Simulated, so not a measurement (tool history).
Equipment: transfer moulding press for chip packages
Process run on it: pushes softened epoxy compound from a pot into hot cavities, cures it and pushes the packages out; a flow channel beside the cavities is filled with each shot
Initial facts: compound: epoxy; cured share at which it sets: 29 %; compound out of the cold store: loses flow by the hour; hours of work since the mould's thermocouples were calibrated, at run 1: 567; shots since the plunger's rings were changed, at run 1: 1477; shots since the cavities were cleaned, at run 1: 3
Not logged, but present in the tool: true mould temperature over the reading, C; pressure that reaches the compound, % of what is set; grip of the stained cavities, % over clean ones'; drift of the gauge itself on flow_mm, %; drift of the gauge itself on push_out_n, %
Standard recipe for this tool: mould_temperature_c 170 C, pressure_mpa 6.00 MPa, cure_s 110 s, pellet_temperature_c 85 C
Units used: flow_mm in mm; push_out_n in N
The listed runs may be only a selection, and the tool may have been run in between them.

| run | hour | mould_temperature_c | pressure_mpa | cure_s | pellet_temperature_c | hours of work since the mould's thermocouples were calibrated | shots since the plunger's rings were changed | shots since the cavities were cleaned | incoming compound's hours out of the cold store | flow_mm | push_out_n |
|---|---|---|---|---|---|---|---|---|---|---|---|
| 1 | 0.0 | 170 | 6.00 | 110 | 85 | 567 | 1477 | 3 | 20.2 | 888 | 164 |
| 2 | 29.8 | 170 | 6.00 | 110 | 85 | 585 | 1763 | 289 | 25.0 | 865 | 204 |
|  | 49.2 | cavities cleaned with cleaning compound and waxed |
| 3 | 49.2 | 170 | 6.00 | 110 | 85 | 595 | 1934 | 0 | 43.5 | 773 | 177 |
| 4 | 68.8 | 170 | 6.00 | 110 | 85 | 607 | 2122 | 188 | 47.0 | 760 | 188 |
| 5 | 93.4 | 170 | 6.00 | 110 | 83 | 621 | 2358 | 424 | 42.6 | 769 | 214 |
|  | 98.6 | cavities cleaned with cleaning compound and waxed |
|  | 116.0 | plunger's sealing rings changed |
| 6 | 126.9 | 170 | 6.00 | 110 | 85 | 639 | 105 | 248 | 40.4 | 820 | 195 |
|  | 152.3 | cavities cleaned with cleaning compound and waxed |
| 7 | 157.0 | 170 | 6.10 | 110 | 85 | 656 | 378 | 44 | 8.5 | 991 | 180 |
| 8 | 173.2 | 170 | 6.10 | 110 | 85 | 665 | 534 | 200 | 47.9 | 786 | 184 |
| 9 | 186.8 | 170 | 6.10 | 110 | 85 | 673 | 664 | 330 | 19.6 | 914 | 201 |
|  | 202.7 | cavities cleaned with cleaning compound and waxed |
| 10 | 203.8 | 170 | 6.10 | 110 | 85 | 682 | 813 | 10 | 17.6 | 921 | 168 |
| 11 | 217.2 | 170 | 6.10 | 110 | 85 | 690 | 941 | 138 | 41.1 | 812 | 185 |
| 12 | 238.6 | 170 | 6.10 | 110 | 85 | 703 | 1146 | 343 | 23.5 | 894 | 214 |
|  | 253.0 | cavities cleaned with cleaning compound and waxed |
| 13 | 253.6 | 170 | 7.13 | 110 | 85 | 711 | 1276 | 6 | 35.2 | 902 | 170 |
| 14 | 284.3 | 170 | 6.41 | 110 | 85 | 729 | 1570 | 300 | 12.7 | 968 | 204 |
|  | 303.5 | cavities cleaned with cleaning compound and waxed |
| 15 | 304.6 | 170 | 5.59 | 131 | 94 | 740 | 1750 | 11 | 11.8 | 899 | 169 |
| 16 | 318.6 | 170 | 5.59 | 131 | 94 | 748 | 1884 | 145 | 26.2 | 815 | 171 |
| 17 | 332.1 | 165 | 6.00 | 110 | 85 | 756 | 2013 | 274 | 41.8 | 795 | 232 |
| 18 | 350.7 | 176 | 6.00 | 92 | 85 | 767 | 2192 | 453 | 32.9 | 804 | 223 |
|  | 354.6 | cavities cleaned with cleaning compound and waxed |
| 19 | 368.3 | 176 | 6.00 | 92 | 85 | 776 | 2346 | 132 | 27.5 | 824 | 189 |
|  | 379.8 | mould's thermocouples calibrated |
|  | 392.9 | plunger's sealing rings changed |
| 20 | 404.0 | 176 | 6.00 | 92 | 85 | 13 | 107 | 431 | 46.6 | 782 | 210 |
|  | 409.8 | cavities cleaned with cleaning compound and waxed |
| 21 | 420.8 | 176 | 6.00 | 92 | 85 | 22 | 254 | 106 | 30.7 | 843 | 184 |
| 22 | 438.9 | 176 | 6.00 | 92 | 85 | 32 | 427 | 279 | 10.8 | 956 | 213 |
|  | 459.6 | cavities cleaned with cleaning compound and waxed |
| 23 | 471.4 | 176 | 6.00 | 92 | 85 | 51 | 724 | 113 | 15.6 | 918 | 195 |
| 24 | 490.3 | 176 | 6.00 | 92 | 85 | 62 | 905 | 294 | 44.7 | 771 | 206 |
|  | 508.5 | cavities cleaned with cleaning compound and waxed |
| 25 | 511.5 | 176 | 6.00 | 108 | 85 | 73 | 1094 | 28 | 40.9 | 784 | 169 |
| 26 | 535.7 | 176 | 6.00 | 108 | 85 | 88 | 1326 | 260 | 42.1 | 777 | 185 |
|  | 558.2 | cavities cleaned with cleaning compound and waxed |
| 27 | 558.6 | 170 | 4.88 | 110 | 94 | 100 | 1531 | 4 | 37.5 | 727 | 171 |
| 28 | 573.7 | 170 | 4.88 | 110 | 94 | 109 | 1676 | 149 | 35.8 | 738 | 198 |

3 ways to go on from here, each from the tool as it stands after run 28. What would each give?
| A | 592.2 | 170 | 6.00 | 110 | 87 | 120 | 1853 | 326 | 15.3 | ? | ? |
| B | 592.2 | 166 | 4.61 | 143 | 94 | 120 | 1853 | 326 | 39.0 | ? | ? |
| C | 592.2 | 167 | 7.42 | 110 | 87 | 120 | 1853 | 326 | 41.1 | ? | ? |

| run | flow_mm | push_out_n |
|---|---|---|
| A | 911 | 203 |
| B | 717 | 207 |
| C | 892 | 233 |
With no hidden state in the tool, these same runs would have given:
| run | flow_mm | push_out_n |
|---|---|---|
| A | 947 | 163 |
| B | 745 | 167 |
| C | 927 | 188 |
